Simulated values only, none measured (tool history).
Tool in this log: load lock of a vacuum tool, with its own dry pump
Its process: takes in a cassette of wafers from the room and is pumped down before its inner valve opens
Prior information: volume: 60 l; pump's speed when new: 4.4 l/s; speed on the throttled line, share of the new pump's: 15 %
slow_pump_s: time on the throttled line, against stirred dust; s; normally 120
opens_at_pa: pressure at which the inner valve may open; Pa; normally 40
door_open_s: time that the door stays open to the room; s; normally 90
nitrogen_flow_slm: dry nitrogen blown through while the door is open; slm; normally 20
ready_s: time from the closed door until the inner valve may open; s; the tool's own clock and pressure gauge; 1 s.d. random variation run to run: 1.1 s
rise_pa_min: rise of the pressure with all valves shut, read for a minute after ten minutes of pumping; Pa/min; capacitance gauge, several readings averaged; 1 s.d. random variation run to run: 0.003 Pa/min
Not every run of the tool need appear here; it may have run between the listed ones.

run	hour	slow_pump_s	opens_at_pa	door_open_s	nitrogen_flow_slm	incoming humidity of the room's air, %	ready_s	rise_pa_min
1	0	120	40	90	20	45.7	217.1	0.145
2	75.1	120	40	104	20	43.7	219.7	0.151
3	130.1	120	40	90	20	47.3	217.3	0.153
4	214.6	120	40	90	20	43.8	219	0.155
5	304.6	120	40	204	20	39.9	219.5	0.182
6	363.6	120	40	204	20	44.9	216	0.193
7	448.2	120	40	204	20	47.1	217.4	0.192
8	528	120	40	204	20	46.1	221	0.198
9	592.5	120	40	204	20	47.4	218.8	0.202
10	662.6	120	57	90	20	43.5	216.7	0.177
11	700.2	120	40	90	20	47.2	219	0.188
12	738.2	120	40	90	20	42.5	219.1	0.184
13	826.8	120	40	90	20	42	219.1	0.19
14	890.4	120	40	90	20	44	219	0.194
15	975.4	120	40	90	20	40.8	218.3	0.186
16	1019.6	120	40	90	20	48.4	221.8	0.201
17	1096.5	120	40	90	20	44.8	218.9	0.206
18	1175.5	120	40	90	20	40.7	219.8	0.215
19	1246.2	120	40	90	20	40.7	220.7	0.206
20	1297.9	120	40	90	20	46.2	219.5	0.223
21	1337.8	172	40	90	20	48	263.9	0.22
22	1387.6	172	40	90	20	44.3	264.1	0.22
23	1463.5	120	40	90	20	45.8	217.5	0.227
24	1526	120	40	90	20	45.5	219	0.228
25	1614.1	120	40	90	20	45.8	221.5	0.242
26	1678.1	120	46	90	8	47.6	217.6	0.261
27	1768.2	120	46	90	8	48.2	217	0.271
28	1806.3	120	46	90	8	45.4	221.1	0.264
29	1877.2	120	31	33	8	47.6	224	0.248
30	1915.7	120	40	90	25	43.8	218.9	0.258
31	1967.8	120	40	90	25	43.9	221	0.251
32	2044.8	120	32	90	8	46.3	222.2	0.28
33	2103.4	109	40	88	5	45.5	210.1	0.299
34	2153.5	109	40	88	5	43.6	212.7	0.297
35	2233	109	58	90	5	45.6	207.1	0.305

Below are 5 alternative next runs, each starting from the tool's condition after run 35. Predict each:
A	2280.6	120	38	45	31	44.3	?	?
B	2280.6	91	39	50	5	44.1	?	?
C	2280.6	239	58	60	5	43.1	?	?
D	2280.6	110	58	240	5	48.1	?	?
E	2280.6	198	31	130	5	45.6	?	?

run	ready_s	rise_pa_min
A	222.2	0.261
B	197.6	0.284
C	315.3	0.295
D	207.5	0.373
E	291	0.322
Had the tool no hidden state, the same runs would have come out as:
run	ready_s	rise_pa_min
A	209.6	0.013
B	184.5	0.042
C	306.1	0.049
D	195.5	0.129
E	279.7	0.081

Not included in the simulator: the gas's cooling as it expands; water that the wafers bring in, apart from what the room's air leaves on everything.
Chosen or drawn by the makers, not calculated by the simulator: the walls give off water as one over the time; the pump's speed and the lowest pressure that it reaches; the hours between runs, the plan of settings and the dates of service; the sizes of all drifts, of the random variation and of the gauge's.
